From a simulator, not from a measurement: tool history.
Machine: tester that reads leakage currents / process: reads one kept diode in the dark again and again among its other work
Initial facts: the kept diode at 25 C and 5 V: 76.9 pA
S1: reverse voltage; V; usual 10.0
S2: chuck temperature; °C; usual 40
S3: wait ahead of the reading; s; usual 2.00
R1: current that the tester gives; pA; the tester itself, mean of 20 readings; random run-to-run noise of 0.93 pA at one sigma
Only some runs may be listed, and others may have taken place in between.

run    hour    S1  S2    S3      R1
  1     0.0  10.0  40  2.00  328.16
  2    39.6  10.0  40  2.00  328.64
  3   114.6  10.0  40  2.00  328.38
  4   192.3  10.0  40  2.00  329.93
  5   242.0  10.0  40  2.00  330.08
  6   304.3  11.9  40  2.00  355.96
  7   371.5  10.0  52  2.00  709.11
  8   427.8  10.0  52  2.00  708.06
  9   497.8   7.4  40  2.00  287.65
 10   556.0   7.4  40  2.00  286.19
 11   588.6  10.0  40  2.00  327.95
 12   626.9  10.0  40  2.00  328.62
 13   704.9  10.0  40  2.00  330.32
 14   769.9  10.0  34  1.33  224.33
 15   805.1   2.9  34  2.00  124.98
 16   859.8   2.9  34  2.00  125.44
 17   915.2   2.5  52  0.41  392.90
 18   962.6  10.0  40  2.20  331.23
 19  1031.6   3.9  40  2.20  214.15
 20  1067.6   3.9  40  2.20  214.59
 21  1141.7   3.9  40  2.20  213.46
     1179.0  -- probe card cleaned and baked
 22  1191.8  10.0  38  2.00  259.89
 23  1247.5  17.7  38  2.00  330.45
 24  1302.5  17.7  38  2.00  331.26
 25  1366.8  17.7  38  2.00  331.41
 26  1434.5  17.7  38  2.00  331.88

Branching from run 26: 3 alternative next runs. What would each branch give?
  A  1485.6  16.9  38  2.00   ?
  B  1485.6   4.6  38  2.76   ?
  C  1485.6   5.2  22  1.03   ?

run      R1
  A  326.15
  B  186.81
  C   61.96
What these runs would have given with no unlogged condition in the tool:
run      R1
  A  336.01
  B  194.13
  C   63.52
